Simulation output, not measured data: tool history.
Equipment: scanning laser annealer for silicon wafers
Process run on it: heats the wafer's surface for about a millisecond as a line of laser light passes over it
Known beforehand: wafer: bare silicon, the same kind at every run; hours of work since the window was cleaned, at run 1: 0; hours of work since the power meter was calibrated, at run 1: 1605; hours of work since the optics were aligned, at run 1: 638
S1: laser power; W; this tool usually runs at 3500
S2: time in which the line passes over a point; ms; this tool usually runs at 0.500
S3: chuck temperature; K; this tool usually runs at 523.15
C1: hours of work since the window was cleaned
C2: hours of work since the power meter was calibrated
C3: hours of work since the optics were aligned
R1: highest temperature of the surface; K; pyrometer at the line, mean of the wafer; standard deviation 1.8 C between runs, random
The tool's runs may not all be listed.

run	hour	S1	S2	S3	C1	C2	C3	R1
1	0.0	3500	0.500	523.15	0	1605	638	1226.15
2	47.9	3500	0.563	523.15	38	1642	676	1276.15
3	79.8	3376	0.500	523.15	63	1667	701	1198.15
4	109.4	3500	0.500	557.15	86	1691	725	1257.15
5	136.7	3500	0.500	557.15	108	1712	746	1259.15
6	176.7	3500	0.500	557.15	139	1744	778	1254.15
7	222.5	3500	0.500	557.15	175	1780	814	1252.15
8	268.0	3500	0.500	557.15	211	1816	849	1256.15
9	315.1	3500	0.500	523.15	248	1853	886	1218.15
10	364.4	3500	0.500	523.15	287	1891	925	1218.15
11	407.6	3500	0.500	523.15	321	1926	959	1216.15
12	458.1	3500	0.500	523.15	361	1965	999	1217.15
13	499.6	3500	0.500	523.15	393	1998	1032	1215.15
14	527.4	3500	0.500	523.15	415	2020	1054	1213.15
15	576.4	3500	0.500	523.15	454	2058	1092	1212.15
16	623.5	3500	0.500	523.15	491	2095	1129	1211.15
17	673.4	3500	0.500	523.15	530	2135	1168	1210.15
18	695.7	3500	0.500	523.15	548	2152	1186	1204.15
19	725.8	3500	0.500	523.15	571	2176	1210	1208.15
20	760.3	3500	0.500	544.15	598	2203	1237	1226.15
21	808.7	3500	0.375	544.15	636	2241	1275	1121.15
# hour 844.2: optics aligned, line set to its width
22	854.0	3017	0.386	544.15	668	2273	8	1057.15
23	904.5	3500	0.447	523.15	708	2313	47	1166.15
24	948.2	3500	0.447	523.15	742	2347	82	1163.15
25	983.8	3500	0.589	543.15	770	2375	110	1289.15
26	1014.5	3500	0.589	543.15	795	2399	134	1289.15
27	1041.5	3309	0.506	535.15	816	2421	155	1182.15
28	1075.1	3847	0.506	535.15	842	2447	182	1283.15
29	1110.3	3406	0.603	523.15	870	2475	209	1258.15
30	1132.1	3406	0.603	523.15	887	2492	227	1256.15
# hour 1158.1: window over the wafer cleaned
31	1182.0	3367	0.403	559.15	19	2529	264	1158.15
32	1219.6	3367	0.403	559.15	48	2559	294	1153.15
33	1252.5	3367	0.369	545.15	74	2585	320	1108.15
34	1303.1	3500	0.355	491.15	114	2625	360	1065.15
35	1348.1	3500	0.611	512.15	150	2660	395	1293.15
36	1397.7	3500	0.611	550.15	189	2699	434	1327.15
37	1439.1	3810	0.580	523.15	221	2732	467	1338.15
38	1462.6	2996	0.500	534.15	240	2750	485	1131.15
39	1508.0	2996	0.538	559.15	275	2786	521	1178.15
40	1528.8	3052	0.460	523.15	292	2802	537	1101.15
41	1575.3	3052	0.460	523.15	328	2839	574	1101.15

Hidden condition of the tool, last listed run before each entry between runs versus first listed run after:
From run 21 to run 22: optics aligned, line set to its width (hour 844.2)
  light that passes the window, % of a clean one's: 97.31 -> 97.2; laser's true power over the reading, %: -1.18 -> -1.21; width of the line over the set one, %: 1.53 -> 0.28
  measured less the result without the state, R1: -25.00 -> -21.00 K
From run 30 to run 31: window over the wafer cleaned (hour 1158.1)
  light that passes the window, % of a clean one's: 96.33 -> 99.83; laser's true power over the reading, %: -1.36 -> -1.38; width of the line over the set one, %: 0.49 -> 0.53
  measured less the result without the state, R1: -38.00 -> -10.00 K
